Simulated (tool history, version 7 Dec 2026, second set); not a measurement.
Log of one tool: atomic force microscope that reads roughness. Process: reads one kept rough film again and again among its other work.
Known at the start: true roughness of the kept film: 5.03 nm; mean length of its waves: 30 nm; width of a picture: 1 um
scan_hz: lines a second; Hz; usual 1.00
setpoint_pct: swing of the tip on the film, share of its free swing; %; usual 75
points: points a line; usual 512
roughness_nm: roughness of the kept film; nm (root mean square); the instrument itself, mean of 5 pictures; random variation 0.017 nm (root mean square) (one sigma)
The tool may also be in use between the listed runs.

Run 1, day 0.000: usual settings. Result: roughness_nm 3.611 nm (root mean square).
Run 2, day 0.542: usual settings. Result: roughness_nm 3.470 nm (root mean square).
Run 3, day 1.033: usual settings but scan_hz 0.51 Hz. Result: roughness_nm 3.492 nm (root mean square).
Run 4, day 1.650: usual settings. Result: roughness_nm 3.253 nm (root mean square).
Run 5, day 1.958: usual settings. Result: roughness_nm 3.211 nm (root mean square).
Run 6, day 2.292: usual settings. Result: roughness_nm 3.182 nm (root mean square).
Run 7, day 3.000: usual settings but scan_hz 0.71 Hz. Result: roughness_nm 3.051 nm (root mean square).
Run 8, day 3.521: usual settings but scan_hz 2.52 Hz. Result: roughness_nm 3.737 nm (root mean square).
Run 9, day 3.862: usual settings but points 821. Result: roughness_nm 3.958 nm (root mean square).
Run 10, day 4.600: usual settings but points 821. Result: roughness_nm 3.745 nm (root mean square).
Run 11, day 5.283: usual settings but points 821. Result: roughness_nm 3.557 nm (root mean square).
Run 12, day 5.708: usual settings but points 821. Result: roughness_nm 3.468 nm (root mean square).
Run 13, day 6.238: usual settings but setpoint_pct 67 %, points 821. Result: roughness_nm 3.412 nm (root mean square).
Run 14, day 6.608: usual settings but points 729. Result: roughness_nm 3.263 nm (root mean square).
Run 15, day 6.942: usual settings but scan_hz 1.07 Hz, setpoint_pct 55 %, points 273. Result: roughness_nm 3.282 nm (root mean square).
Run 16, day 7.588: usual settings but scan_hz 0.75 Hz, points 969. Result: roughness_nm 3.124 nm (root mean square).
Run 17, day 7.896: usual settings but scan_hz 0.75 Hz, points 969. Result: roughness_nm 3.067 nm (root mean square).
Run 18, day 8.625: usual settings but scan_hz 0.75 Hz, points 969. Result: roughness_nm 4.089 nm (root mean square).
Run 19, day 9.321: usual settings but scan_hz 2.12 Hz, setpoint_pct 62 %, points 600. Result: roughness_nm 3.820 nm (root mean square).
Run 20, day 10.038: usual settings but points 557. Result: roughness_nm 3.653 nm (root mean square).
Run 21, day 10.412: usual settings but setpoint_pct 84 %. Result: roughness_nm 3.447 nm (root mean square).
Run 22, day 11.154: usual settings but setpoint_pct 71 %, points 261. Result: roughness_nm 3.399 nm (root mean square).
Run 23, day 11.842: usual settings but setpoint_pct 71 %, points 261. Result: roughness_nm 3.226 nm (root mean square).
Run 24, day 12.467: usual settings but scan_hz 0.90 Hz, setpoint_pct 87 %, points 285. Result: roughness_nm 2.995 nm (root mean square).
Run 25, day 12.912: usual settings but scan_hz 2.07 Hz, setpoint_pct 66 %, points 793. Result: roughness_nm 2.998 nm (root mean square).
Run 26, day 13.596: usual settings but scan_hz 0.90 Hz. Result: roughness_nm 2.927 nm (root mean square).
Run 27, day 14.358: usual settings but scan_hz 1.64 Hz. Result: roughness_nm 3.771 nm (root mean square).
Run 28, day 14.712: usual settings but scan_hz 3.63 Hz, setpoint_pct 56 %. Result: roughness_nm 3.745 nm (root mean square).

Not shown: 3 entries that the log had between the listed runs. Between which runs, and how does the tool's hidden state differ before and after?
Between runs 7 and 8: new tip fitted (day 3.417)
  radius of the tip, nm: 25.6 -> 7.4; height scale over the true one, %: -0.4 -> -0.41
  measured less the result without the state, roughness_nm: -1.098 -> -0.043 nm (root mean square)
Between runs 17 and 18: new tip fitted (day 8.558)
  radius of the tip, nm: 25.5 -> 7.8; height scale over the true one, %: -0.47 -> -0.48
  measured less the result without the state, roughness_nm: -1.106 -> -0.079 nm (root mean square)
Between runs 26 and 27: new tip fitted (day 13.683)
  radius of the tip, nm: 27.7 -> 9.6; height scale over the true one, %: -0.55 -> -0.56
  measured less the result without the state, roughness_nm: -1.182 -> -0.208 nm (root mean square)
